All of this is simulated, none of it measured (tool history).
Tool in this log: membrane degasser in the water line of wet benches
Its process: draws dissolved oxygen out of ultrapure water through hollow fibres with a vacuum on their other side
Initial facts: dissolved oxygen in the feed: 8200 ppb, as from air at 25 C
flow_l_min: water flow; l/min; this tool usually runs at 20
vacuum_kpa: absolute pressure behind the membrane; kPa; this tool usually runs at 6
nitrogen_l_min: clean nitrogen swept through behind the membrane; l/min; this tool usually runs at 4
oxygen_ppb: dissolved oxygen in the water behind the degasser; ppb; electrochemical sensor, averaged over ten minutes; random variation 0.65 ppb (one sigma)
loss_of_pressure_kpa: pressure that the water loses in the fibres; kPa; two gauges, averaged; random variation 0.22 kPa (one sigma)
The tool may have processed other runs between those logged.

run 1 hour=0 | flow_l_min=20 vacuum_kpa=6 nitrogen_l_min=4 | oxygen_ppb=57.3 loss_of_pressure_kpa=55.22
run 2 hour=39.1 | flow_l_min=20 vacuum_kpa=3.8 nitrogen_l_min=4 | oxygen_ppb=30.9 loss_of_pressure_kpa=55.87
run 3 hour=79.2 | flow_l_min=20 vacuum_kpa=3.8 nitrogen_l_min=4 | oxygen_ppb=31.1 loss_of_pressure_kpa=56.17
run 4 hour=115 | flow_l_min=20 vacuum_kpa=6 nitrogen_l_min=2.4 | oxygen_ppb=79.7 loss_of_pressure_kpa=55.8
run 5 hour=179.2 | flow_l_min=20 vacuum_kpa=6 nitrogen_l_min=4 | oxygen_ppb=58.2 loss_of_pressure_kpa=55.83
run 6 hour=219.1 | flow_l_min=20 vacuum_kpa=6 nitrogen_l_min=4.5 | oxygen_ppb=55 loss_of_pressure_kpa=56.23
run 7 hour=258.6 | flow_l_min=20 vacuum_kpa=6 nitrogen_l_min=4.5 | oxygen_ppb=54.7 loss_of_pressure_kpa=56.55
run 8 hour=319.9 | flow_l_min=20 vacuum_kpa=6 nitrogen_l_min=4.5 | oxygen_ppb=53.7 loss_of_pressure_kpa=56.24
run 9 hour=379.1 | flow_l_min=20 vacuum_kpa=11.08 nitrogen_l_min=4 | oxygen_ppb=116.3 loss_of_pressure_kpa=56.19
run 10 hour=435.7 | flow_l_min=32 vacuum_kpa=11.08 nitrogen_l_min=4 | oxygen_ppb=261.1 loss_of_pressure_kpa=89.82
run 11 hour=504.8 | flow_l_min=32 vacuum_kpa=11.08 nitrogen_l_min=4 | oxygen_ppb=265.9 loss_of_pressure_kpa=90.44
run 12 hour=550.1 | flow_l_min=32 vacuum_kpa=11.08 nitrogen_l_min=4 | oxygen_ppb=266.2 loss_of_pressure_kpa=91.1
run 13 hour=611 | flow_l_min=14 vacuum_kpa=6 nitrogen_l_min=4 | oxygen_ppb=28.3 loss_of_pressure_kpa=39.52
-- hour=642.5 gauge calibrated
run 14 hour=651.7 | flow_l_min=14 vacuum_kpa=6 nitrogen_l_min=4 | oxygen_ppb=28.6 loss_of_pressure_kpa=39.13
run 15 hour=721.8 | flow_l_min=14 vacuum_kpa=6 nitrogen_l_min=4 | oxygen_ppb=29.2 loss_of_pressure_kpa=39.15
run 16 hour=759.3 | flow_l_min=14 vacuum_kpa=6 nitrogen_l_min=4 | oxygen_ppb=28.6 loss_of_pressure_kpa=38.96
run 17 hour=810.4 | flow_l_min=14 vacuum_kpa=6 nitrogen_l_min=4 | oxygen_ppb=29.2 loss_of_pressure_kpa=39.15
run 18 hour=851.5 | flow_l_min=26 vacuum_kpa=6 nitrogen_l_min=6.65 | oxygen_ppb=87.1 loss_of_pressure_kpa=72.68
run 19 hour=897.7 | flow_l_min=20 vacuum_kpa=6 nitrogen_l_min=1.75 | oxygen_ppb=97.1 loss_of_pressure_kpa=56.27
run 20 hour=950.5 | flow_l_min=20 vacuum_kpa=6 nitrogen_l_min=1.75 | oxygen_ppb=97.3 loss_of_pressure_kpa=55.82
run 21 hour=995.5 | flow_l_min=32 vacuum_kpa=12.12 nitrogen_l_min=4.8 | oxygen_ppb=255.1 loss_of_pressure_kpa=89.97
run 22 hour=1050.1 | flow_l_min=30 vacuum_kpa=14.25 nitrogen_l_min=10.71 | oxygen_ppb=175 loss_of_pressure_kpa=84.39
run 23 hour=1105.3 | flow_l_min=18 vacuum_kpa=4.53 nitrogen_l_min=5.04 | oxygen_ppb=27.8 loss_of_pressure_kpa=50.67

Here are 3 independent what-if runs from the current tool condition. What would each one return?
run A hour=1172.7 | flow_l_min=20 vacuum_kpa=9.65 nitrogen_l_min=4 | oxygen_ppb=? loss_of_pressure_kpa=?
run B hour=1172.7 | flow_l_min=20 vacuum_kpa=3.73 nitrogen_l_min=7.21 | oxygen_ppb=? loss_of_pressure_kpa=?
run C hour=1172.7 | flow_l_min=20 vacuum_kpa=11.46 nitrogen_l_min=4 | oxygen_ppb=? loss_of_pressure_kpa=?

run=A oxygen_ppb=101.4 loss_of_pressure_kpa=56.77
run=B oxygen_ppb=26.9 loss_of_pressure_kpa=56.18
run=C oxygen_ppb=123.6 loss_of_pressure_kpa=56.55
With the hidden condition removed and each run's random variation left untouched, the same runs would have given:
run=A oxygen_ppb=101.3 loss_of_pressure_kpa=55.7
run=B oxygen_ppb=26.9 loss_of_pressure_kpa=55.11
run=C oxygen_ppb=123.5 loss_of_pressure_kpa=55.47

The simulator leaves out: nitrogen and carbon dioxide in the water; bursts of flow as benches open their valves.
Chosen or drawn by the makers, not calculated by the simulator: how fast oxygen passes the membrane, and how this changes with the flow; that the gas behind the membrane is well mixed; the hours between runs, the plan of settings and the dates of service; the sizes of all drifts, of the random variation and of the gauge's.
